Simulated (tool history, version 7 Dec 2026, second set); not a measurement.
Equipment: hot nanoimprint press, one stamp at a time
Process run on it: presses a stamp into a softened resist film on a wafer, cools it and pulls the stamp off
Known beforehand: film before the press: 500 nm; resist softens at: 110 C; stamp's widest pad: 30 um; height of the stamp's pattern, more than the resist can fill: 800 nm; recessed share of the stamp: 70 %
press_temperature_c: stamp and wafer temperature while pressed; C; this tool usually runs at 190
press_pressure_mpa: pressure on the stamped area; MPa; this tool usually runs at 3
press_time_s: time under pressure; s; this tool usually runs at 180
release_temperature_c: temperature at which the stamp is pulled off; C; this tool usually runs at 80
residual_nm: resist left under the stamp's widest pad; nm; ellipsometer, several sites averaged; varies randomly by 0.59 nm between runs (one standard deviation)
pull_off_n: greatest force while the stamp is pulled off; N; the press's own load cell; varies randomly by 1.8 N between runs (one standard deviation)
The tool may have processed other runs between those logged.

Run 1, hour 0: usual settings. Result: residual_nm 194.8 nm, pull_off_n 170 N.
Run 2, hour 17.4: usual settings but release_temperature_c 87 C. Result: residual_nm 195.1 nm, pull_off_n 160 N.
Run 3, hour 36.6: usual settings but release_temperature_c 87 C. Result: residual_nm 196.6 nm, pull_off_n 164 N.
Run 4, hour 55.7: usual settings but release_temperature_c 87 C. Result: residual_nm 195.7 nm, pull_off_n 164 N.
Run 5, hour 73.3: usual settings but release_temperature_c 87 C. Result: residual_nm 196.5 nm, pull_off_n 169 N.
Run 6, hour 89.2: usual settings but press_temperature_c 179 C, release_temperature_c 87 C. Result: residual_nm 312.3 nm, pull_off_n 166 N.
Run 7, hour 104.7: usual settings. Result: residual_nm 197.4 nm, pull_off_n 175 N.
Run 8, hour 121.7: usual settings. Result: residual_nm 198.4 nm, pull_off_n 174 N.
Run 9, hour 132.2: usual settings. Result: residual_nm 197.9 nm, pull_off_n 175 N.
Run 10, hour 143.7: usual settings. Result: residual_nm 197.9 nm, pull_off_n 176 N.
Run 11, hour 156.3: usual settings. Result: residual_nm 198 nm, pull_off_n 179 N.
Run 12, hour 172.3: usual settings but press_pressure_mpa 4.62 MPa. Result: residual_nm 164.9 nm, pull_off_n 177 N.
Run 13, hour 192.4: usual settings but press_time_s 249 s. Result: residual_nm 174.5 nm, pull_off_n 175 N.
Run 14, hour 205.5: usual settings. Result: residual_nm 199.7 nm, pull_off_n 178 N.
Run 15, hour 215.4: usual settings. Result: residual_nm 199.4 nm, pull_off_n 176 N.
At hour 229: plate thermocouple calibrated.
Run 16, hour 231.1: usual settings but press_temperature_c 184 C, press_pressure_mpa 3.36 MPa, press_time_s 101 s, release_temperature_c 75 C. Result: residual_nm 291.9 nm, pull_off_n 186 N.
Run 17, hour 246.2: usual settings but press_temperature_c 193 C, press_pressure_mpa 1.86 MPa, press_time_s 256 s. Result: residual_nm 179.2 nm, pull_off_n 177 N.

Predict the results of run 18:
Run 18, hour 257.2: usual settings but press_temperature_c 201 C, press_time_s 192 s. Result: residual_nm ?, pull_off_n ?.

For run 18 the tool returned residual_nm 116.6 nm, pull_off_n 180 N.
Without the tool's hidden state the same run would have given residual_nm 114.8 nm, pull_off_n 165 N.
